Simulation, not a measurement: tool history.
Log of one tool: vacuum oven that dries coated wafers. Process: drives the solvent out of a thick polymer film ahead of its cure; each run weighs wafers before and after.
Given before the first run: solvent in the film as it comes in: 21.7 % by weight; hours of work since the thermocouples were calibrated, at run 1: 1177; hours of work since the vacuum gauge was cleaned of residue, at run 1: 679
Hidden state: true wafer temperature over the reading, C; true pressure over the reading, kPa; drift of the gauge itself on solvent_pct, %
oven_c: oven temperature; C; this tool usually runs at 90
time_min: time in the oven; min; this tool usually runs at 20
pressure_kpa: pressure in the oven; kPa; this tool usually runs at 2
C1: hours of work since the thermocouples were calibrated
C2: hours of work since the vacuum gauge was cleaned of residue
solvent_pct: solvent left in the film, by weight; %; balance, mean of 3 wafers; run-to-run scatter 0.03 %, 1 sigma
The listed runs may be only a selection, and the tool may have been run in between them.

run 1 hour=0 | oven_c=90 time_min=20 pressure_kpa=2 | C1=1177 C2=679 | solvent_pct=1.5
run 2 hour=67.1 | oven_c=90 time_min=20 pressure_kpa=2 | C1=1207 C2=708 | solvent_pct=1.45
-- hour=98 oven's thermocouples calibrated
run 3 hour=132.9 | oven_c=90 time_min=20 pressure_kpa=2 | C1=15 C2=736 | solvent_pct=1.71
run 4 hour=167.4 | oven_c=90 time_min=20 pressure_kpa=1.44 | C1=30 C2=751 | solvent_pct=1.49
run 5 hour=234.9 | oven_c=90 time_min=11 pressure_kpa=1.44 | C1=60 C2=780 | solvent_pct=4.21
run 6 hour=269.2 | oven_c=90 time_min=11 pressure_kpa=1.44 | C1=75 C2=795 | solvent_pct=4.1
run 7 hour=335.9 | oven_c=90 time_min=11 pressure_kpa=1.44 | C1=104 C2=824 | solvent_pct=4.1
run 8 hour=393 | oven_c=90 time_min=11 pressure_kpa=1.44 | C1=129 C2=849 | solvent_pct=4.04
run 9 hour=427.5 | oven_c=90 time_min=11 pressure_kpa=1.44 | C1=144 C2=864 | solvent_pct=4.15
run 10 hour=472.7 | oven_c=76 time_min=20 pressure_kpa=1.78 | C1=164 C2=884 | solvent_pct=7.2
run 11 hour=517.1 | oven_c=76 time_min=20 pressure_kpa=1.78 | C1=183 C2=903 | solvent_pct=7.23
run 12 hour=584.5 | oven_c=87 time_min=12 pressure_kpa=3.14 | C1=212 C2=933 | solvent_pct=5.42
run 13 hour=643.7 | oven_c=77 time_min=30 pressure_kpa=7.16 | C1=238 C2=959 | solvent_pct=6.83
run 14 hour=704.7 | oven_c=104 time_min=28 pressure_kpa=1.43 | C1=265 C2=985 | solvent_pct=0.35
run 15 hour=756.1 | oven_c=90 time_min=20 pressure_kpa=1.41 | C1=287 C2=1008 | solvent_pct=1.55
run 16 hour=790.5 | oven_c=97 time_min=29 pressure_kpa=1.41 | C1=302 C2=1023 | solvent_pct=0.36

Predict each of these 5 candidate next runs independently; none follows another, all start after run 16:
run A hour=843.6 | oven_c=97 time_min=29 pressure_kpa=7.58 | C1=326 C2=1046 | solvent_pct=?
run B hour=843.6 | oven_c=81 time_min=29 pressure_kpa=1.41 | C1=326 C2=1046 | solvent_pct=?
run C hour=843.6 | oven_c=97 time_min=14 pressure_kpa=2.22 | C1=326 C2=1046 | solvent_pct=?
run D hour=843.6 | oven_c=85 time_min=13 pressure_kpa=1.41 | C1=326 C2=1046 | solvent_pct=?
run E hour=843.6 | oven_c=77 time_min=18 pressure_kpa=3.09 | C1=326 C2=1046 | solvent_pct=?

run=A solvent_pct=1.99
run=B solvent_pct=2.74
run=C solvent_pct=1.24
run=D solvent_pct=5.23
run=E solvent_pct=7.84
The same runs, with their run-to-run variation unchanged, on a tool lacking any hidden condition would have given:
run=A solvent_pct=1.89
run=B solvent_pct=2.52
run=C solvent_pct=1.12
run=D solvent_pct=5.01
run=E solvent_pct=7.59
